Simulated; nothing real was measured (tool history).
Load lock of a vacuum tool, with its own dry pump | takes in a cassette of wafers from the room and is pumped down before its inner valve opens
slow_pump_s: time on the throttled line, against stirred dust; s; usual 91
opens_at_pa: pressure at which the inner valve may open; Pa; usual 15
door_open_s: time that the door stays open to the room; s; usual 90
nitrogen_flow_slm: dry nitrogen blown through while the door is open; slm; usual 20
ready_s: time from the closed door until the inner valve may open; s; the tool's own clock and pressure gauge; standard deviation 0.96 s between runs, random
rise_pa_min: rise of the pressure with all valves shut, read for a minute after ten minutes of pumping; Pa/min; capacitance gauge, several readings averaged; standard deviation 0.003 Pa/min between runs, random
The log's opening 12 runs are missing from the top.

run,hour,slow_pump_s,opens_at_pa,door_open_s,nitrogen_flow_slm,"incoming humidity of the room's air, %",ready_s,rise_pa_min
13,4499.7,91,15,67,20,45.4,156.9,0.232
14,4902.8,91,15,67,20,45.6,156.6,0.254
15,5171.5,91,19,67,20,48.6,154.7,0.272
16,5501.0,91,19,67,20,45.5,153.8,0.281
17,5894.1,91,19,67,20,45.9,154.6,0.302
18,6270.7,91,19,67,20,43.6,155.8,0.320
19,6650.0,91,19,67,20,46.1,154.3,0.334
20,6942.4,90,28,62,20,47.3,150.1,0.351
21,7286.1,90,28,62,20,49.8,151.3,0.379
22,7784.6,90,28,62,20,42.2,150.4,0.413
23,8094.2,91,13,40,20,44.5,159.5,0.422
24,8412.9,91,13,40,20,44.3,159.3,0.439
25,8671.6,91,13,40,20,42.9,159.9,0.449
26,9105.8,120,25,158,29,42.0,177.1,0.489
27,9339.9,163,12,90,20,44.0,219.7,0.498
28,9724.9,163,12,90,20,45.2,220.6,0.529
29,10137.1,91,24,90,20,43.1,152.6,0.559
30,10551.5,91,24,90,20,42.2,153.3,0.579
31,10893.4,91,24,90,20,47.5,152.4,0.593
32,11361.1,91,24,90,20,49.7,154.4,0.634
33,11658.1,76,27,145,20,43.4,141.3,0.669
34,12135.4,180,30,145,13,45.4,226.0,0.708
35,12350.6,112,25,58,34,43.3,172.2,0.695
# hour 12429.4: door's seal changed, seat wiped
36,12710.7,112,25,58,34,45.5,171.1,0.014

Alternative continuations, all from the tool just after run 36; predict every row:
A,12934.0,91,22,90,20,40.7,?,?
B,12934.0,91,12,41,34,41.0,?,?
C,12934.0,112,16,226,9,44.4,?,?

run,ready_s,rise_pa_min
A,154.8,0.031
B,160.8,0.019
C,174.1,0.090
The same runs, with their run-to-run variation unchanged, on a tool lacking any hidden condition would have given:
run,ready_s,rise_pa_min
A,148.5,0.022
B,153.9,0.011
C,167.9,0.081

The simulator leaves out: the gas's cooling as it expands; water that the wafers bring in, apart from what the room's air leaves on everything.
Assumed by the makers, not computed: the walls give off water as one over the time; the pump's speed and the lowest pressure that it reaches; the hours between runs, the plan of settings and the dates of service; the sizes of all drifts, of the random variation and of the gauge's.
